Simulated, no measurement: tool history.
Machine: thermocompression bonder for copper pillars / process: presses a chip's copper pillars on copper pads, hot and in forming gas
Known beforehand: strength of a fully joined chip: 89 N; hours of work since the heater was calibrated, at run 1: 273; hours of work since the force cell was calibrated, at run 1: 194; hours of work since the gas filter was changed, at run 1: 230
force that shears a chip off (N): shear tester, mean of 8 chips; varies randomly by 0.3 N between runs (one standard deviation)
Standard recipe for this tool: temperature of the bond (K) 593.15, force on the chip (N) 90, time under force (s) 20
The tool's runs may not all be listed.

run   hour  temperature of the bond (K)  force on the chip (N)  time under force (s)  hours of work since the heater was calibrated  hours of work since the force cell was calibrated  hours of work since the gas filter was changed  force that shears a chip off (N)
  1    0.0                       593.15                     90                    20                                            273                                                194                                             230                              40.0
  2   27.5                       593.15                     90                    20                                            295                                                216                                             252                              39.4
  3   68.3                       593.15                     90                    51                                            327                                                248                                             284                              54.4
      73.9  -- forming gas filter changed
  4  100.5                       593.15                     90                    20                                            352                                                273                                              21                              39.6
  5  135.8                       593.15                     90                    20                                            380                                                300                                              49                              39.8
  6  173.9                       593.15                     90                    20                                            410                                                330                                              79                              39.8
  7  212.5                       593.15                     90                    20                                            440                                                361                                             109                              39.6
  8  238.7                       593.15                     90                    20                                            461                                                381                                             130                              39.0
  9  278.5                       593.15                     90                    20                                            492                                                413                                             161                              39.0
 10  313.8                       593.15                     90                    20                                            520                                                440                                             189                              39.2
 11  332.6                       611.15                    114                    49                                            535                                                455                                             203                              68.0
 12  352.0                       569.15                     90                    20                                            550                                                471                                             219                              30.1
 13  381.8                       575.15                     74                    12                                            573                                                494                                             242                              21.8
 14  408.0                       575.15                     74                    12                                            594                                                515                                             263                              22.4
 15  432.9                       606.15                     90                    22                                            613                                                534                                             282                              46.1
     441.2  -- forming gas filter changed
 16  466.0                       606.15                     90                    22                                            639                                                560                                              20                              46.0
 17  485.7                       580.15                    116                    41                                            655                                                575                                              35                              51.8

Entry by entry between the runs, the difference in hidden state between the last listed run before and the first listed run after:
Runs 3 to 4: forming gas filter changed (hour 73.9)
  oxide that the forming gas leaves, % of the face: 0.86 -> 0.53
Runs 15 to 16: forming gas filter changed (hour 441.2)
  oxide that the forming gas leaves, % of the face: 0.86 -> 0.53
